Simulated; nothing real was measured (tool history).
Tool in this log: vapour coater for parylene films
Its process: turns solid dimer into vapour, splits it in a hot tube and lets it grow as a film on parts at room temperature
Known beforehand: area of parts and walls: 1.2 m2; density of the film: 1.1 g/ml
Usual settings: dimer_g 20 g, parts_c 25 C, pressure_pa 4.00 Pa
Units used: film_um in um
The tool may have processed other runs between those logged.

{"run": 1, "hour": 0.0, "dimer_g": 20, "parts_c": 25, "pressure_pa": 4.0, "film_um": 10.52}
{"run": 2, "hour": 16.2, "dimer_g": 17, "parts_c": 25, "pressure_pa": 4.0, "film_um": 8.86}
{"run": 3, "hour": 39.3, "dimer_g": 17, "parts_c": 25, "pressure_pa": 4.0, "film_um": 8.78}
{"run": 4, "hour": 56.3, "dimer_g": 20, "parts_c": 25, "pressure_pa": 4.0, "film_um": 10.3}
{"run": 5, "hour": 77.9, "dimer_g": 20, "parts_c": 25, "pressure_pa": 4.0, "film_um": 10.24}
{"run": 6, "hour": 104.7, "dimer_g": 20, "parts_c": 25, "pressure_pa": 4.0, "film_um": 10.41}
{"run": 7, "hour": 133.7, "dimer_g": 20, "parts_c": 25, "pressure_pa": 4.0, "film_um": 10.38}
{"run": 8, "hour": 153.0, "dimer_g": 20, "parts_c": 25, "pressure_pa": 4.0, "film_um": 10.27}
{"run": 9, "hour": 178.9, "dimer_g": 20, "parts_c": 25, "pressure_pa": 4.0, "film_um": 10.15}
{"run": 10, "hour": 193.6, "dimer_g": 20, "parts_c": 25, "pressure_pa": 4.0, "film_um": 10.18}
{"run": 11, "hour": 210.4, "dimer_g": 20, "parts_c": 25, "pressure_pa": 4.0, "film_um": 10.24}
{"hour": 213.7, "done": "table's thermometer calibrated"}
{"run": 12, "hour": 242.5, "dimer_g": 20, "parts_c": 25, "pressure_pa": 4.0, "film_um": 10.24}
{"run": 13, "hour": 265.2, "dimer_g": 20, "parts_c": 25, "pressure_pa": 4.0, "film_um": 10.13}
{"run": 14, "hour": 287.8, "dimer_g": 20, "parts_c": 25, "pressure_pa": 5.92, "film_um": 9.28}
{"run": 15, "hour": 302.4, "dimer_g": 9, "parts_c": 34, "pressure_pa": 2.12, "film_um": 3.51}
{"run": 16, "hour": 335.2, "dimer_g": 24, "parts_c": 23, "pressure_pa": 4.0, "film_um": 13.2}
{"run": 17, "hour": 354.2, "dimer_g": 24, "parts_c": 23, "pressure_pa": 4.0, "film_um": 13.16}
{"run": 18, "hour": 377.5, "dimer_g": 15, "parts_c": 17, "pressure_pa": 4.05, "film_um": 10.48}
{"hour": 404.9, "done": "table's thermometer calibrated, once more"}
{"run": 19, "hour": 408.9, "dimer_g": 20, "parts_c": 21, "pressure_pa": 6.18, "film_um": 11.06}
{"run": 20, "hour": 426.2, "dimer_g": 20, "parts_c": 25, "pressure_pa": 2.17, "film_um": 11.42}
{"run": 21, "hour": 447.3, "dimer_g": 24, "parts_c": 19, "pressure_pa": 3.22, "film_um": 16.67}
{"run": 22, "hour": 476.2, "dimer_g": 21, "parts_c": 24, "pressure_pa": 5.07, "film_um": 10.43}
{"run": 23, "hour": 498.9, "dimer_g": 21, "parts_c": 24, "pressure_pa": 5.07, "film_um": 10.38}
{"run": 24, "hour": 520.7, "dimer_g": 18, "parts_c": 21, "pressure_pa": 11.79, "film_um": 8.38}
{"run": 25, "hour": 553.3, "dimer_g": 17, "parts_c": 25, "pressure_pa": 2.21, "film_um": 9.72}
{"run": 26, "hour": 571.5, "dimer_g": 34, "parts_c": 28, "pressure_pa": 6.58, "film_um": 12.98}
{"run": 27, "hour": 599.1, "dimer_g": 19, "parts_c": 19, "pressure_pa": 6.58, "film_um": 10.82}
{"run": 28, "hour": 622.1, "dimer_g": 19, "parts_c": 19, "pressure_pa": 6.58, "film_um": 10.93}

Below are 3 alternative next runs, each starting from the tool's condition after run 28. Predict each:
{"run": "A", "hour": 641.6, "dimer_g": 10, "parts_c": 20, "pressure_pa": 8.46, "film_um": "?"}
{"run": "B", "hour": 641.6, "dimer_g": 25, "parts_c": 21, "pressure_pa": 5.14, "film_um": "?"}
{"run": "C", "hour": 641.6, "dimer_g": 35, "parts_c": 24, "pressure_pa": 3.5, "film_um": "?"}

run=A film_um=5.12
run=B film_um=13.97
run=C film_um=18.53
The same runs, with their run-to-run variation unchanged, on a tool lacking any hidden condition would have given:
run=A film_um=5.60
run=B film_um=15.28
run=C film_um=20.26

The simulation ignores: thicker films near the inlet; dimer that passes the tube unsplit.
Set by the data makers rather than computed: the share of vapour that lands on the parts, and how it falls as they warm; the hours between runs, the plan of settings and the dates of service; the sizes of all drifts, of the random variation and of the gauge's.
